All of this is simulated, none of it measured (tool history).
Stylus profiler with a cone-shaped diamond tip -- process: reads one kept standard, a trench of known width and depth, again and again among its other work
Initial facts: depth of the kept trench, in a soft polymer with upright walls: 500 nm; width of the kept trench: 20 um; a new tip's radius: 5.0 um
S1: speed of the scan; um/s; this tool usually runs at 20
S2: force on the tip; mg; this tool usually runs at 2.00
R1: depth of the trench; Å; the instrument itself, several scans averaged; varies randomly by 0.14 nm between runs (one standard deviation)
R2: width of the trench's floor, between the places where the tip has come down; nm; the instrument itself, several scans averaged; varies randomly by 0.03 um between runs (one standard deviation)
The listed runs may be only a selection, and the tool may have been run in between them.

run 1 hour=0.0 | S1=20 S2=2.00 | R1=5097.2 R2=14730
run 2 hour=108.3 | S1=20 S2=2.00 | R1=5097.5 R2=14750
-- hour=161.3 height scale calibrated on a step standard
run 3 hour=231.6 | S1=20 S2=2.00 | R1=5112.3 R2=14720
run 4 hour=316.0 | S1=13 S2=2.00 | R1=5111.9 R2=14780
run 5 hour=428.6 | S1=20 S2=2.00 | R1=5114.4 R2=14670
run 6 hour=493.1 | S1=20 S2=5.52 | R1=5170.5 R2=14710
run 7 hour=620.3 | S1=68 S2=1.58 | R1=5106.2 R2=14340
-- hour=706.8 height scale calibrated on a step standard, once more
run 8 hour=757.6 | S1=31 S2=1.73 | R1=5050.5 R2=14500
run 9 hour=852.4 | S1=31 S2=1.73 | R1=5052.0 R2=14610
run 10 hour=959.0 | S1=45 S2=1.35 | R1=5044.5 R2=14420
run 11 hour=1088.0 | S1=33 S2=5.58 | R1=5113.0 R2=14610

Below, some changes in R1 between adjacent runs. For each, the amount present without the hidden state too (settings, incoming material, random variation) and the amount remaining for the hidden state with gauge scatter not shared by both compared results:
Unlogged tool condition in this case: radius of the tip, um; height scale over the true one, %; drift of the gauge itself on depth_nm, %; drift of the gauge itself on floor_um, %.
Run 7 -> 8: S1 68 -> 31, S2 1.58 -> 1.73, height scale calibrated on a step standard, once more. R1 -55.7 Å: hidden state -58.9, all else +3.2.
Run 10 -> 11: S1 45 -> 33, S2 1.35 -> 5.58. R1 +68.5 Å: hidden state +1.1, all else +67.4.
